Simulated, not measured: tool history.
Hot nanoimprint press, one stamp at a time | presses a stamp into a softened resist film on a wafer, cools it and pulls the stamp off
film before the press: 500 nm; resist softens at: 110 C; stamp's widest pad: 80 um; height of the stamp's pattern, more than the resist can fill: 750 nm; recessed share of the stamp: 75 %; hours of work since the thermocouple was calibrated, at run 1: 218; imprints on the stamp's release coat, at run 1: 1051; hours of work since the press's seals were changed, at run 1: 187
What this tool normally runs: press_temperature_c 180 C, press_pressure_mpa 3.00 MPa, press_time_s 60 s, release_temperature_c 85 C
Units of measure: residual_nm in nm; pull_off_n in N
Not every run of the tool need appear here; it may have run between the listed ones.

| run | hour | press_temperature_c | press_pressure_mpa | press_time_s | release_temperature_c | hours of work since the thermocouple was calibrated | imprints on the stamp's release coat | hours of work since the press's seals were changed | residual_nm | pull_off_n |
|---|---|---|---|---|---|---|---|---|---|---|
| 1 | 0.0 | 180 | 3.00 | 60 | 85 | 218 | 1051 | 187 | 224.5 | 179 |
| 2 | 27.1 | 180 | 3.00 | 60 | 85 | 229 | 1097 | 198 | 221.1 | 178 |
| 3 | 49.3 | 180 | 3.00 | 60 | 85 | 238 | 1135 | 207 | 220.0 | 175 |
| 4 | 75.4 | 180 | 3.00 | 60 | 85 | 248 | 1180 | 218 | 222.2 | 174 |
| 5 | 87.5 | 180 | 3.00 | 60 | 85 | 253 | 1200 | 223 | 221.2 | 184 |
| 6 | 111.6 | 180 | 3.00 | 60 | 85 | 263 | 1242 | 233 | 221.7 | 189 |
| 7 | 124.3 | 180 | 3.00 | 60 | 79 | 268 | 1263 | 238 | 219.4 | 213 |
| 8 | 141.0 | 185 | 3.00 | 60 | 85 | 275 | 1292 | 244 | 169.4 | 188 |
| 9 | 156.4 | 185 | 3.00 | 60 | 85 | 281 | 1318 | 251 | 169.4 | 188 |
| 10 | 176.2 | 185 | 3.00 | 60 | 85 | 289 | 1352 | 259 | 168.4 | 186 |
| 11 | 199.9 | 185 | 3.00 | 60 | 85 | 298 | 1392 | 268 | 169.7 | 189 |
| 12 | 219.4 | 185 | 3.00 | 60 | 85 | 306 | 1426 | 276 | 168.7 | 191 |
| 13 | 244.0 | 180 | 3.00 | 77 | 85 | 316 | 1468 | 286 | 198.0 | 197 |
| 14 | 265.7 | 180 | 3.00 | 77 | 85 | 325 | 1505 | 295 | 197.3 | 195 |
| 15 | 289.9 | 178 | 3.00 | 60 | 85 | 335 | 1546 | 304 | 240.5 | 196 |
| 16 | 306.5 | 178 | 3.00 | 48 | 81 | 341 | 1575 | 311 | 260.5 | 222 |
| 17 | 322.6 | 189 | 3.00 | 51 | 80 | 348 | 1602 | 318 | 144.5 | 221 |
|  | 327.1 | plate thermocouple calibrated |
| 18 | 350.9 | 189 | 3.00 | 51 | 80 | 10 | 1645 | 328 | 141.4 | 216 |
|  | 362.7 | stamp cleaned and given a new release coat |
|  | 371.3 | plate thermocouple calibrated, once more |
| 19 | 379.4 | 179 | 4.07 | 74 | 70 | 3 | 24 | 336 | 206.0 | 180 |
| 20 | 397.9 | 171 | 2.11 | 60 | 85 | 11 | 55 | 343 | 394.3 | 136 |
| 21 | 415.9 | 171 | 2.11 | 60 | 85 | 18 | 86 | 350 | 394.6 | 136 |
| 22 | 429.2 | 188 | 3.17 | 60 | 73 | 23 | 109 | 356 | 152.5 | 170 |
| 23 | 453.7 | 180 | 4.70 | 53 | 85 | 33 | 151 | 366 | 206.9 | 138 |
| 24 | 481.1 | 180 | 4.70 | 53 | 85 | 44 | 197 | 377 | 206.0 | 149 |
| 25 | 492.7 | 180 | 4.29 | 113 | 83 | 49 | 217 | 381 | 157.4 | 153 |
| 26 | 504.0 | 180 | 4.29 | 113 | 83 | 54 | 237 | 386 | 156.1 | 149 |
| 27 | 518.5 | 179 | 3.99 | 97 | 85 | 59 | 261 | 392 | 182.1 | 146 |
| 28 | 533.4 | 183 | 4.05 | 45 | 81 | 65 | 287 | 398 | 201.0 | 156 |
| 29 | 554.6 | 183 | 4.05 | 45 | 81 | 74 | 323 | 406 | 199.4 | 160 |

Hidden state at the last listed run before each entry between runs and at the first one after, where it differs:
From run 17 to run 18: plate thermocouple calibrated (hour 327.1)
  true temperature over the reading, C: 1.82 -> 2.31; pressure that arrives at the usual setting, %: 98.55 -> 98.51; grip of the stamp's worn release coat, % over a new coat's: 52.9 -> 54.4
  the result without the hidden state subtracted from the measured one, residual_nm: -13.1 -> -16.8 nm; pull_off_n: +71 -> +70 N
From run 18 to run 19: stamp cleaned and given a new release coat (hour 362.7); plate thermocouple calibrated, once more (hour 371.3)
  true temperature over the reading, C: 2.31 -> -0.2; pressure that arrives at the usual setting, %: 98.51 -> 98.47; grip of the stamp's worn release coat, % over a new coat's: 54.4 -> 0.7
  the result without the hidden state subtracted from the measured one, residual_nm: -16.8 -> +4.2 nm; pull_off_n: +70 -> +2 N
